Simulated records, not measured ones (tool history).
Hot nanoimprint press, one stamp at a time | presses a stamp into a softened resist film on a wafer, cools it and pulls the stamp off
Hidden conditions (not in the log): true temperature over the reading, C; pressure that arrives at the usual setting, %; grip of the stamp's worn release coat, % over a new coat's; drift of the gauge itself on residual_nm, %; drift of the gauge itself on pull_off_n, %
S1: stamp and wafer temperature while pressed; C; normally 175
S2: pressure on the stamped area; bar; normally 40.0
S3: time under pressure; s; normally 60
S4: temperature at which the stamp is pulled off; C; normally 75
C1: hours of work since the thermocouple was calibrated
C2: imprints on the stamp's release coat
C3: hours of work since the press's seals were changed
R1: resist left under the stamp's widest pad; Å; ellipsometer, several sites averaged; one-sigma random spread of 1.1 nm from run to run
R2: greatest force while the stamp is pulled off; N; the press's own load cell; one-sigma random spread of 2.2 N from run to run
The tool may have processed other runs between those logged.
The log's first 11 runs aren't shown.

Run 12, hour 643.2: usual settings; C1 398; C2 681; C3 189. Result: R1 1788 Å, R2 122 N.
Run 13, hour 699.8: usual settings; C1 420; C2 843; C3 211. Result: R1 1782 Å, R2 126 N.
Run 14, hour 749.8: usual settings; C1 440; C2 987; C3 231. Result: R1 1774 Å, R2 136 N.
Run 15, hour 783.2: usual settings; C1 454; C2 1082; C3 245. Result: R1 1799 Å, R2 133 N.
At hour 789.7: plate thermocouple calibrated.
Run 16, hour 820.9: usual settings; C1 12; C2 1182; C3 259. Result: R1 1848 Å, R2 139 N.
Run 17, hour 858.5: usual settings but S2 27.7 bar, S3 55 s; C1 28; C2 1289; C3 274. Result: R1 2133 Å, R2 145 N.
Run 18, hour 920.6: usual settings but S1 177 C, S2 30.6 bar, S3 77 s, S4 73 C; C1 52; C2 1467; C3 299. Result: R1 1710 Å, R2 158 N.
Run 19, hour 989.7: usual settings but S2 49.7 bar, S4 65 C; C1 80; C2 1665; C3 326. Result: R1 1737 Å, R2 183 N.
At hour 1013.9: plate thermocouple calibrated, once more.
Run 20, hour 1032.5: usual settings but S1 181 C, S2 62.5 bar, S3 116 s, S4 65 C; C1 7; C2 1779; C3 342. Result: R1 790 Å, R2 183 N.
At hour 1078.7: stamp cleaned and given a new release coat.
Run 21, hour 1080.5: usual settings but S1 181 C, S2 59.7 bar, S3 116 s, S4 79 C; C1 24; C2 5; C3 359. Result: R1 814 Å, R2 91 N.

Forecast run 22:
Run 22, hour 1129.9: usual settings but S1 181 C, S2 59.7 bar, S3 116 s, S4 79 C; C1 44; C2 147; C3 379. Result: R1 ?, R2 ?.

Run 22 came out at R1 837 Å, R2 91 N.
Were there no unlogged condition in the tool, this run, its random variation unchanged, would have produced R1 814 Å, R2 86 N.
